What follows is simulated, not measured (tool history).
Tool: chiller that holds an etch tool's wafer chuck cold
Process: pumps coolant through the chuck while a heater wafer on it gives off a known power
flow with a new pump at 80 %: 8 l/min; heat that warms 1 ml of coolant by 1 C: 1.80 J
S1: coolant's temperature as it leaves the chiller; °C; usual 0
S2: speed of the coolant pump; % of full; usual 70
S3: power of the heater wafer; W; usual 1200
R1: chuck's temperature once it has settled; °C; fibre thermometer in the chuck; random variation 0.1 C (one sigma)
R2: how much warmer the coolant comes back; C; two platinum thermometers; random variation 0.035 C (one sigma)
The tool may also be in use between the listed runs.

| run | hour | S1 | S2 | S3 | R1 | R2 |
|---|---|---|---|---|---|---|
| 1 | 0 | 0 | 70 | 1200 | 11.7 | 6.07 |
| 2 | 86.9 | 1 | 70 | 1200 | 12.5 | 6.14 |
| 3 | 152.6 | -6 | 70 | 1200 | 5.7 | 6.15 |
| 4 | 240.6 | 0 | 70 | 1200 | 11.5 | 6.16 |
| 5 | 308.3 | 0 | 70 | 1200 | 11.7 | 6.15 |
| 6 | 390.5 | 0 | 77 | 1200 | 10.6 | 5.57 |
| 7 | 512.1 | 0 | 77 | 1200 | 10.7 | 5.49 |
| 8 | 608.7 | 0 | 70 | 1477 | 14.5 | 7.53 |
| 9 | 696.5 | 0 | 90 | 1477 | 11.3 | 5.7 |
| 10 | 796.1 | 0 | 90 | 1477 | 11.5 | 5.82 |
| 11 | 899.5 | 0 | 90 | 1477 | 11.4 | 5.84 |
| 12 | 983.8 | -5 | 70 | 1200 | 6.8 | 6.19 |
| 13 | 1040.7 | -5 | 70 | 1200 | 6.9 | 6.23 |
| 14 | 1114.9 | 7 | 70 | 1200 | 19.1 | 6.19 |
| 15 | 1241 | 0 | 70 | 1338 | 13.4 | 6.88 |
| 16 | 1348.3 | 0 | 70 | 1200 | 12 | 6.21 |
| 17 | 1435 | 0 | 70 | 1200 | 12.2 | 6.22 |
| 18 | 1548.9 | 4 | 70 | 647 | 10.5 | 3.34 |
| 19 | 1655.9 | 3 | 64 | 821 | 12.1 | 4.68 |
| 20 | 1759.2 | 3 | 64 | 821 | 12 | 4.73 |
| 21 | 1817 | 2 | 68 | 784 | 10.3 | 4.25 |
| 22 | 1893.9 | 6 | 73 | 1006 | 15.9 | 5.04 |
| 23 | 1981.6 | -2 | 63 | 1499 | 14.9 | 8.78 |
| 24 | 2074.5 | -7 | 63 | 1499 | 10 | 8.74 |
| 25 | 2183.2 | 0 | 84 | 1327 | 11.4 | 5.63 |
| 26 | 2251.3 | 0 | 84 | 1327 | 11.7 | 5.59 |
|  | 2269.8 | chiller's thermometer calibrated |
| 27 | 2324.9 | 0 | 84 | 1327 | 11.3 | 5.62 |
| 28 | 2426.9 | 1 | 84 | 1327 | 12.7 | 5.67 |
| 29 | 2535.5 | 9 | 85 | 1604 | 22.7 | 6.78 |
| 30 | 2609.6 | 0 | 65 | 798 | 8.9 | 4.58 |
| 31 | 2726.4 | -3 | 86 | 1460 | 9.4 | 6.13 |
| 32 | 2790.1 | 9 | 86 | 716 | 15.2 | 2.98 |
| 33 | 2864.5 | 9 | 86 | 716 | 15.2 | 3.04 |

3 ways to go on from here, each from the tool as it stands after run 33. What would each give?
| A | 2990.5 | 9 | 86 | 909 | ? | ? |
| B | 2990.5 | 8 | 77 | 656 | ? | ? |
| C | 2990.5 | 0 | 61 | 1426 | ? | ? |

| run | R1 | R2 |
|---|---|---|
| A | 16.9 | 3.81 |
| B | 14.4 | 3.09 |
| C | 17.1 | 8.74 |
Without the tool's hidden state the same runs would have given:
| run | R1 | R2 |
|---|---|---|
| A | 15.5 | 3.48 |
| B | 13.2 | 2.82 |
| C | 14.2 | 7.99 |
